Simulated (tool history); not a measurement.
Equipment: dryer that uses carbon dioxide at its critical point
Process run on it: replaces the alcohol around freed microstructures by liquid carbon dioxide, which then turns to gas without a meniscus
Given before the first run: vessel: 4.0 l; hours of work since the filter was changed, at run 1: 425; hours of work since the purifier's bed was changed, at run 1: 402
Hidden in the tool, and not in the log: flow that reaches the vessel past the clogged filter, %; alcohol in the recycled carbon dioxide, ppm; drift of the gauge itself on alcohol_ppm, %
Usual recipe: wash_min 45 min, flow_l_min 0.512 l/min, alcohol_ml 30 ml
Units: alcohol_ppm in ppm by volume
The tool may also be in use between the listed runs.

run   hour  wash_min  flow_l_min  alcohol_ml  hours of work since the filter was changed  hours of work since the purifier's bed was changed  alcohol_ppm
  1    0.0        45       0.512          30                                         425                                                 402          239
  2   27.2        45       0.512          30                                         442                                                 419          258
  3   47.8        45       0.442          30                                         454                                                 431          351
  4   70.4        45       0.442          30                                         468                                                 445          365
  5   93.2        45       0.442          30                                         482                                                 459          356
  6  116.1        45       0.442          30                                         496                                                 473          369
  7  137.2        45       0.512          65                                         508                                                 486          447
  8  164.9        45       0.512          30                                         525                                                 502          276
     191.8  -- inlet filter changed
  9  191.8        45       0.512          30                                           0                                                 518          252
 10  212.1        45       0.448          30                                          12                                                 530          338
 11  232.1        45       0.531          51                                          24                                                 543          300
 12  255.9        45       0.531          51                                          39                                                 557          308
 13  268.4        41       0.315          66                                          47                                                 565         1775
 14  284.9        51       0.601          33                                          57                                                 575          171
 15  299.1        51       0.601          33                                          65                                                 583          177
 16  321.7        37       0.601         103                                          79                                                 597          626
 17  344.5        37       0.433          35                                          93                                                 611          650
 18  367.3        37       0.433          35                                         107                                                 625          633

Some steps in alcohol_ppm between neighbouring runs. How much of each would the tool show without its hidden state too (settings, what came in, random variation), and how much is left for the hidden state, with any gauge scatter that isn't in both results?
Run 13 -> 14: wash_min 41 -> 51, flow_l_min 0.315 -> 0.601, alcohol_ml 66 -> 33. alcohol_ppm -1604 ppm by volume: hidden state -28, all else -1576.
